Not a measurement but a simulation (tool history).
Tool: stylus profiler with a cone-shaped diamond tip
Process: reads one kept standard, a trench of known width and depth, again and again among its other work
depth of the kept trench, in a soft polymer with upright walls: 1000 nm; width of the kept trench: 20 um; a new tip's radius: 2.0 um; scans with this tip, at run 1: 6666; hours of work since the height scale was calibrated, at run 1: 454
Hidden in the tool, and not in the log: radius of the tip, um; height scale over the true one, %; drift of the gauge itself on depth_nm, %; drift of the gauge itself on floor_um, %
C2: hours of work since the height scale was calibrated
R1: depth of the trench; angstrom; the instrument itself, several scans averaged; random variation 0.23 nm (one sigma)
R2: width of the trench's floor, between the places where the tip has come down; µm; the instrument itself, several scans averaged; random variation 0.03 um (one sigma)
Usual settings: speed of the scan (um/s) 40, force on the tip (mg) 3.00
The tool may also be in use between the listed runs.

Run 1, day 0.000: usual settings; scans with this tip 6666; C2 454. Result: R1 10177.9 angstrom, R2 15.50 µm.
Run 2, day 0.425: usual settings; scans with this tip 6755; C2 460. Result: R1 10177.6 angstrom, R2 15.52 µm.
Run 3, day 1.250: usual settings; scans with this tip 6928; C2 472. Result: R1 10173.5 angstrom, R2 15.51 µm.
Run 4, day 1.725: usual settings; scans with this tip 7027; C2 479. Result: R1 10176.2 angstrom, R2 15.52 µm.
Run 5, day 2.150: usual settings but speed of the scan (um/s) 99; scans with this tip 7116; C2 485. Result: R1 10177.4 angstrom, R2 15.16 µm.
At day 2.246: height scale calibrated on a step standard.
Run 6, day 2.633: usual settings but speed of the scan (um/s) 99; scans with this tip 7212; C2 6. Result: R1 10160.3 angstrom, R2 15.20 µm.
Run 7, day 3.525: usual settings but speed of the scan (um/s) 99; scans with this tip 7399; C2 18. Result: R1 10161.1 angstrom, R2 15.23 µm.
Run 8, day 4.396: usual settings but speed of the scan (um/s) 99; scans with this tip 7582; C2 31. Result: R1 10155.8 angstrom, R2 15.13 µm.
Run 9, day 4.871: usual settings but speed of the scan (um/s) 152, force on the tip (mg) 6.70; scans with this tip 7681; C2 37. Result: R1 10304.0 angstrom, R2 15.16 µm.
At day 5.054: height scale calibrated on a step standard, once more.
Run 10, day 5.696: usual settings but speed of the scan (um/s) 152, force on the tip (mg) 6.70; scans with this tip 7849; C2 9. Result: R1 10336.8 angstrom, R2 15.11 µm.
Run 11, day 6.612: usual settings but speed of the scan (um/s) 152, force on the tip (mg) 6.70; scans with this tip 8041; C2 22. Result: R1 10339.7 angstrom, R2 15.06 µm.
Run 12, day 7.533: usual settings but speed of the scan (um/s) 152, force on the tip (mg) 7.76; scans with this tip 8234; C2 35. Result: R1 10371.1 angstrom, R2 15.13 µm.
Run 13, day 8.475: usual settings but speed of the scan (um/s) 11, force on the tip (mg) 5.82; scans with this tip 8431; C2 49. Result: R1 10309.5 angstrom, R2 15.52 µm.
Run 14, day 9.167: usual settings but speed of the scan (um/s) 52, force on the tip (mg) 4.48; scans with this tip 8576; C2 59. Result: R1 10254.2 angstrom, R2 15.33 µm.
Run 15, day 10.121: usual settings but force on the tip (mg) 4.48; scans with this tip 8775; C2 72. Result: R1 10258.8 angstrom, R2 15.38 µm.
Run 16, day 10.717: usual settings but speed of the scan (um/s) 76, force on the tip (mg) 6.16; scans with this tip 8900; C2 81. Result: R1 10322.4 angstrom, R2 15.28 µm.

Hidden state at the last listed run before each entry between runs and at the first one after, where it differs:
Between runs 5 and 6: height scale calibrated on a step standard (day 2.246)
  radius of the tip, um: 2.8 -> 2.81; height scale over the true one, %: -0.237 -> -0.385
  measured less the result without the state, R1: -24.2 -> -39.2 angstrom; R2: -0.83 -> -0.83 µm
Between runs 9 and 10: height scale calibrated on a step standard, once more (day 5.054)
  radius of the tip, um: 2.86 -> 2.87; height scale over the true one, %: -0.399 -> -0.015
  measured less the result without the state, R1: -41.3 -> -1.6 angstrom; R2: -0.88 -> -0.89 µm
